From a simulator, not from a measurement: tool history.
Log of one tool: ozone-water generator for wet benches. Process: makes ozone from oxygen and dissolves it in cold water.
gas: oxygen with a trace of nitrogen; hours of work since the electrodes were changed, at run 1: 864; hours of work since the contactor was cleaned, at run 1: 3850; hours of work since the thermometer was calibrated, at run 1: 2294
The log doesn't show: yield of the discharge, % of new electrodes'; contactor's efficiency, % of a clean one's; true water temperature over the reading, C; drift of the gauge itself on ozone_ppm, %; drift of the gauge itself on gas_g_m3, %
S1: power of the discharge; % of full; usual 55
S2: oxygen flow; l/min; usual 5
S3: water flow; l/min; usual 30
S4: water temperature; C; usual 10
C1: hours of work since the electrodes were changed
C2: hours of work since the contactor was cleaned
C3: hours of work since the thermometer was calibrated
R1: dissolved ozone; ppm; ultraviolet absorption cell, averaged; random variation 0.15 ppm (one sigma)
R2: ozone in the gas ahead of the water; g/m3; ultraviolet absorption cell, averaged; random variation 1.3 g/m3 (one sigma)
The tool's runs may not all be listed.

run,hour,S1,S2,S3,S4,C1,C2,C3,R1,R2
1,0,55,5,30,10,864,3850,2294,18,237.8
2,84.5,55,5,30,10,939,3925,2369,17.9,238.6
3,228.1,55,5,30,10,1066,4052,2496,17.6,235
4,386.5,55,5,30,10,1207,4193,2637,17.9,236.9
5,563.5,55,5,30,10,1363,4350,2794,18.1,235.2
6,647.3,55,5,30,10,1438,4424,2868,18.1,236
# hour 681.5: contactor cleaned
7,761.1,55,5,30,10,1535,71,2965,18.1,235
8,912.4,55,5,30,10,1669,205,3099,18,235.6
9,1047.9,55,5,30,10,1789,325,3220,17.9,238
10,1217,55,4.15,30,10,1939,475,3369,17.9,266.1
11,1349.8,49,4.38,39,10,2057,592,3487,12.3,242.1
12,1429,60,2.6,40,15,2127,663,3557,12.1,386.4
13,1515.5,60,6.06,23,6,2204,739,3634,25.9,215.4
14,1613.4,55,8.26,30,10,2291,826,3721,17.8,169.5
15,1712,55,2.57,26,12,2378,913,3808,19.4,363.1
16,1796.3,55,3.14,28,9,2453,988,3883,18.6,318.8

Forecast run 17:
17,1880.8,55,3.14,28,9,2528,1063,3958,?,?

Run 17 gave R1 18.4 ppm, R2 321.7 g/m3.
Without the tool's hidden state the same run would have given R1 18.5 ppm, R2 322.1 g/m3.
